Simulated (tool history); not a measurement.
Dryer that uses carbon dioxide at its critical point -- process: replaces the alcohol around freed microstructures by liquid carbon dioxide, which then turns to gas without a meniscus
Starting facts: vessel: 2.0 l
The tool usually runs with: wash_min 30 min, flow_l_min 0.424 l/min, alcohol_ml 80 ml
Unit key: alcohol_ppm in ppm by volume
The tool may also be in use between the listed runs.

Run 1, day 0.000: usual settings. Result: alcohol_ppm 329 ppm by volume.
Run 2, day 0.583: usual settings. Result: alcohol_ppm 328 ppm by volume.
Run 3, day 1.300: usual settings. Result: alcohol_ppm 348 ppm by volume.
Run 4, day 1.942: usual settings. Result: alcohol_ppm 349 ppm by volume.
Run 5, day 2.771: usual settings. Result: alcohol_ppm 374 ppm by volume.
Run 6, day 3.450: usual settings. Result: alcohol_ppm 377 ppm by volume.
Run 7, day 4.362: usual settings but wash_min 34 min. Result: alcohol_ppm 254 ppm by volume.
Run 8, day 4.950: usual settings but wash_min 34 min. Result: alcohol_ppm 250 ppm by volume.
Run 9, day 5.350: usual settings but wash_min 34 min. Result: alcohol_ppm 250 ppm by volume.
Run 10, day 6.183: usual settings but wash_min 34 min. Result: alcohol_ppm 265 ppm by volume.
Run 11, day 7.096: usual settings but alcohol_ml 76 ml. Result: alcohol_ppm 425 ppm by volume.
Run 12, day 7.858: usual settings but alcohol_ml 76 ml. Result: alcohol_ppm 423 ppm by volume.
Run 13, day 8.462: usual settings but alcohol_ml 76 ml. Result: alcohol_ppm 455 ppm by volume.
Run 14, day 9.250: usual settings but alcohol_ml 76 ml. Result: alcohol_ppm 444 ppm by volume.
Run 15, day 10.162: usual settings but wash_min 21 min. Result: alcohol_ppm 1587 ppm by volume.
Run 16, day 10.717: usual settings. Result: alcohol_ppm 484 ppm by volume.
Run 17, day 11.304: usual settings. Result: alcohol_ppm 503 ppm by volume.
Run 18, day 11.825: usual settings but wash_min 26 min. Result: alcohol_ppm 877 ppm by volume.
Run 19, day 12.300: usual settings but wash_min 26 min. Result: alcohol_ppm 896 ppm by volume.
Run 20, day 12.738: usual settings but wash_min 26 min. Result: alcohol_ppm 880 ppm by volume.
At day 13.017: inlet filter changed.
Run 21, day 13.721: usual settings but wash_min 26 min. Result: alcohol_ppm 592 ppm by volume.
Run 22, day 14.633: usual settings but wash_min 26 min. Result: alcohol_ppm 616 ppm by volume.
Run 23, day 15.179: usual settings but wash_min 26 min. Result: alcohol_ppm 636 ppm by volume.
Run 24, day 15.650: usual settings but wash_min 26 min. Result: alcohol_ppm 634 ppm by volume.
Run 25, day 16.525: usual settings but wash_min 42 min, flow_l_min 0.675 l/min, alcohol_ml 68 ml. Result: alcohol_ppm 117 ppm by volume.
Run 26, day 17.192: usual settings but wash_min 42 min, flow_l_min 0.675 l/min, alcohol_ml 68 ml. Result: alcohol_ppm 114 ppm by volume.
Run 27, day 17.700: usual settings but wash_min 20 min, flow_l_min 0.380 l/min, alcohol_ml 25 ml. Result: alcohol_ppm 805 ppm by volume.
Run 28, day 18.433: usual settings but flow_l_min 0.499 l/min, alcohol_ml 44 ml. Result: alcohol_ppm 192 ppm by volume.
Run 29, day 19.367: usual settings but flow_l_min 0.499 l/min, alcohol_ml 44 ml. Result: alcohol_ppm 196 ppm by volume.
Run 30, day 19.833: usual settings but wash_min 45 min, flow_l_min 0.362 l/min, alcohol_ml 28 ml. Result: alcohol_ppm 161 ppm by volume.
Run 31, day 20.329: usual settings but wash_min 32 min, alcohol_ml 73 ml. Result: alcohol_ppm 348 ppm by volume.
Run 32, day 21.112: usual settings but wash_min 41 min, alcohol_ml 26 ml. Result: alcohol_ppm 145 ppm by volume.
Run 33, day 21.546: usual settings but wash_min 19 min, flow_l_min 0.459 l/min, alcohol_ml 26 ml. Result: alcohol_ppm 617 ppm by volume.
Run 34, day 22.288: usual settings but wash_min 19 min, flow_l_min 0.459 l/min, alcohol_ml 69 ml. Result: alcohol_ppm 1500 ppm by volume.
Run 35, day 22.712: usual settings but wash_min 31 min, flow_l_min 0.327 l/min, alcohol_ml 67 ml. Result: alcohol_ppm 891 ppm by volume.
Run 36, day 23.242: usual settings but wash_min 42 min, flow_l_min 0.477 l/min. Result: alcohol_ppm 159 ppm by volume.
Run 37, day 23.800: usual settings but wash_min 42 min, flow_l_min 0.477 l/min. Result: alcohol_ppm 163 ppm by volume.
Run 38, day 24.583: usual settings but flow_l_min 0.571 l/min, alcohol_ml 103 ml. Result: alcohol_ppm 250 ppm by volume.
Run 39, day 25.433: usual settings but wash_min 26 min, flow_l_min 0.571 l/min, alcohol_ml 103 ml. Result: alcohol_ppm 380 ppm by volume.
Run 40, day 25.996: usual settings. Result: alcohol_ppm 549 ppm by volume.
Run 41, day 26.492: usual settings but wash_min 38 min, flow_l_min 0.688 l/min, alcohol_ml 33 ml. Result: alcohol_ppm 151 ppm by volume.
At day 26.817: purifier's bed changed.
At day 26.967: inlet filter changed.
Run 42, day 27.383: usual settings but wash_min 19 min, flow_l_min 0.345 l/min, alcohol_ml 28 ml. Result: alcohol_ppm 1040 ppm by volume.
Run 43, day 28.275: usual settings but wash_min 19 min, flow_l_min 0.345 l/min, alcohol_ml 28 ml. Result: alcohol_ppm 1015 ppm by volume.
Run 44, day 29.192: usual settings but wash_min 19 min, flow_l_min 0.345 l/min, alcohol_ml 28 ml. Result: alcohol_ppm 1036 ppm by volume.
Run 45, day 29.796: usual settings but wash_min 42 min, flow_l_min 0.498 l/min, alcohol_ml 53 ml. Result: alcohol_ppm 25 ppm by volume.
Run 46, day 30.704: usual settings but wash_min 39 min, flow_l_min 0.352 l/min, alcohol_ml 30 ml. Result: alcohol_ppm 83 ppm by volume.
Run 47, day 31.625: usual settings but wash_min 32 min, flow_l_min 0.339 l/min, alcohol_ml 109 ml. Result: alcohol_ppm 796 ppm by volume.
Run 48, day 32.338: usual settings but wash_min 28 min, alcohol_ml 36 ml. Result: alcohol_ppm 198 ppm by volume.

How would selected steps in alcohol_ppm from run to run divide? Give the signed amount a tool lacking its hidden state would still show from settings, what came in and random variation, and the signed amount left for the hidden state, including any gauge scatter that is not in both of the compared results.
Hidden conditions of the tool in this case: flow that reaches the vessel past the clogged filter, %; alcohol in the recycled carbon dioxide, ppm; drift of the gauge itself on alcohol_ppm, %.
Run 14 -> 15: wash_min 30 -> 21, alcohol_ml 76 -> 80. alcohol_ppm +1143 ppm by volume: hidden state +289, all else +854.
Run 15 -> 16: wash_min 21 -> 30. alcohol_ppm -1103 ppm by volume: hidden state -261, all else -842.
Run 20 -> 21: inlet filter changed. alcohol_ppm -288 ppm by volume: hidden state -285, all else -3.
Run 44 -> 45: wash_min 19 -> 42, flow_l_min 0.345 -> 0.498, alcohol_ml 28 -> 53. alcohol_ppm -1011 ppm by volume: hidden state -46, all else -965.
